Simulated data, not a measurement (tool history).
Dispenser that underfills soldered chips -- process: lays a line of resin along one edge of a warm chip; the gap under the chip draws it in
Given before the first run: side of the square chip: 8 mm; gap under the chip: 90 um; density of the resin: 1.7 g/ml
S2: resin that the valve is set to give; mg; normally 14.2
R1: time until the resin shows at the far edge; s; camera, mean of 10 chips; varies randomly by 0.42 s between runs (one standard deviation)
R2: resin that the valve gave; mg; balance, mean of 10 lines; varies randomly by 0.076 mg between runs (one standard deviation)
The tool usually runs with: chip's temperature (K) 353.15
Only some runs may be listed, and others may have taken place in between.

run 1 day=0.000 | chip's_temperature_(K)=353.15 S2=14.2 | R1=33.1 R2=14.18
-- day=0.242 new syringe of resin
-- day=0.588 new syringe of resin
run 2 day=0.717 | chip's_temperature_(K)=353.15 S2=14.2 | R1=34.1 R2=13.92
-- day=0.950 new syringe of resin
-- day=1.333 new syringe of resin
run 3 day=1.438 | chip's_temperature_(K)=340.15 S2=14.2 | R1=51.9 R2=13.94
-- day=1.692 new syringe of resin
-- day=2.042 new syringe of resin
run 4 day=2.067 | chip's_temperature_(K)=353.15 S2=14.2 | R1=29.6 R2=13.54
-- day=2.392 new syringe of resin
run 5 day=2.504 | chip's_temperature_(K)=353.15 S2=14.5 | R1=33.6 R2=14.07
-- day=2.750 new syringe of resin
run 6 day=2.979 | chip's_temperature_(K)=353.15 S2=14.7 | R1=39.4 R2=14.04
-- day=3.092 new syringe of resin
run 7 day=3.375 | chip's_temperature_(K)=353.15 S2=14.7 | R1=42.5 R2=14.05
-- day=3.433 new syringe of resin
-- day=3.779 new syringe of resin
run 8 day=3.788 | chip's_temperature_(K)=353.15 S2=14.7 | R1=28.6 R2=13.91
-- day=4.104 new syringe of resin
run 9 day=4.312 | chip's_temperature_(K)=353.15 S2=12.5 | R1=38.8 R2=11.92
-- day=4.388 dispensing valve cleaned and set on the balance
-- day=4.508 new syringe of resin
-- day=4.838 new syringe of resin
run 10 day=5.067 | chip's_temperature_(K)=353.15 S2=12.5 | R1=42.0 R2=12.49
-- day=5.204 new syringe of resin
-- day=5.567 new syringe of resin
run 11 day=5.567 | chip's_temperature_(K)=353.15 S2=12.5 | R1=29.7 R2=12.37
-- day=5.929 new syringe of resin
run 12 day=6.079 | chip's_temperature_(K)=352.15 S2=16.9 | R1=35.4 R2=16.54
-- day=6.267 new syringe of resin
-- day=6.625 new syringe of resin
run 13 day=6.767 | chip's_temperature_(K)=362.15 S2=17.3 | R1=26.3 R2=16.83

Run 14 has not been measured yet. What should we expect?
-- day=7.008 new syringe of resin
run 14 day=7.217 | chip's_temperature_(K)=362.15 S2=17.3 | R1=? R2=?

R1: 27.7 s
R2: 16.83 mg
On a tool with no hidden condition, and with the same random variation, this run would have come out at R1 21.7 s, R2 17.33 mg.
